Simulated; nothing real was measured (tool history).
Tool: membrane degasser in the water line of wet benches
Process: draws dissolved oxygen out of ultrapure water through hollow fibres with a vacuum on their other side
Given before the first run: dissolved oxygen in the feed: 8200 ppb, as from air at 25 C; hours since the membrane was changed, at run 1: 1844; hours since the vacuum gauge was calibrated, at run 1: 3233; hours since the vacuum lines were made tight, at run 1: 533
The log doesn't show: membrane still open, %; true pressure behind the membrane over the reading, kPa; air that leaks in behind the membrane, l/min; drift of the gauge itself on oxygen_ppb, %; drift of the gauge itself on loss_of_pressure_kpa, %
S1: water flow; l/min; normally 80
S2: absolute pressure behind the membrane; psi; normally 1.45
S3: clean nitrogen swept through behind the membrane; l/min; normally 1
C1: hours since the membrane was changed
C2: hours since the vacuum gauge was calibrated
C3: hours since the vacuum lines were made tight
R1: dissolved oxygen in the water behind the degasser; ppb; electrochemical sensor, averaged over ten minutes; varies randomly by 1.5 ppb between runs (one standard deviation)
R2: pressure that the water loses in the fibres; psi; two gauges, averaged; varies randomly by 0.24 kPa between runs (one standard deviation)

run     day   S1    S2    S3    C1    C2    C3      R1      R2
  1       0   80  1.45     1  1844  3233   533   881.6       9
  2   1.812   80  3.19     1  1888  3276   576  2078.8   9.027
  3   3.958   80  3.19     1  1939  3328   627  2076.3   8.998
  4   5.188   80  1.45     1  1969  3357   657   881.5   9.103
  5   7.196   80  1.45     1  2017  3405   705   881.1   9.063
  6   8.392   80  1.45     1  2046  3434   734   882.2   9.042
  7   9.529   61  1.45     1  2073  3462   761   720.4   6.923
  8  10.929   61  1.45     1  2106  3495   795     719   6.885
  9  12.875   75  1.45     1  2153  3542   842   840.3   8.472
 10  14.929   63  1.45     1  2202  3591   891   735.1   7.085
     15.154  -- vacuum gauge calibrated
 11  15.867   80  1.45  0.46  2224    17   913  1344.7   9.061
 12   16.95   80  1.45  0.46  2250    43   939  1345.2   9.049
 13  18.833   80  1.45  0.46  2296    88   984  1342.6   9.063
 14  20.492   80  1.45  0.46  2335   128  1024    1342   9.071
 15  22.038   80  1.45  0.46  2373   165  1061  1343.4   9.078
 16  23.358   80  3.13     1  2404   197  1093  2052.2   9.082
 17   24.45   80  3.13     1  2430   223  1119  2053.2   9.062
     26.008  -- vacuum gauge calibrated, once more
 18  26.175   80  1.45  2.96  2471     4  1160   408.9    9.04
 19  27.925   68  1.45  0.56  2513    46  1202  1083.7   7.722
 20  29.108   59  2.93  1.49  2542    74  1230    1193   6.627
 21  31.217   98  0.88  0.73  2592   125  1281   581.9  11.103
 22  32.133   81   1.1     1  2614   147  1303   593.4   9.256
 23  34.308  126  1.09  0.49  2667   199  1355  1166.6  14.328
 24  36.279   90  1.94  1.65  2714   246  1402   990.4  10.189

Consider 5 possible next runs. They are alternatives, not a sequence: every one starts from the tool as it was left by run 24. What does each give?
  A  38.088  117  0.93  0.72  2757  290  1446   ?   ?
  B  38.088   90  1.19  1.65  2757  290  1446   ?   ?
  C  38.088  105  1.32     1  2757  290  1446   ?   ?
  D  38.088  116  1.45     1  2757  290  1446   ?   ?
  E  38.088  108  2.32  0.63  2757  290  1446   ?   ?

run      R1      R2
  A     756  13.232
  B   536.1  10.138
  C   957.6  11.916
  D  1174.8  13.129
  E  2309.4  12.215
With no hidden state in the tool, these same runs would have given:
run      R1      R2
  A   754.9  13.061
  B   535.6  10.006
  C   957.2  11.763
  D  1173.4  12.959
  E  2312.1  12.058
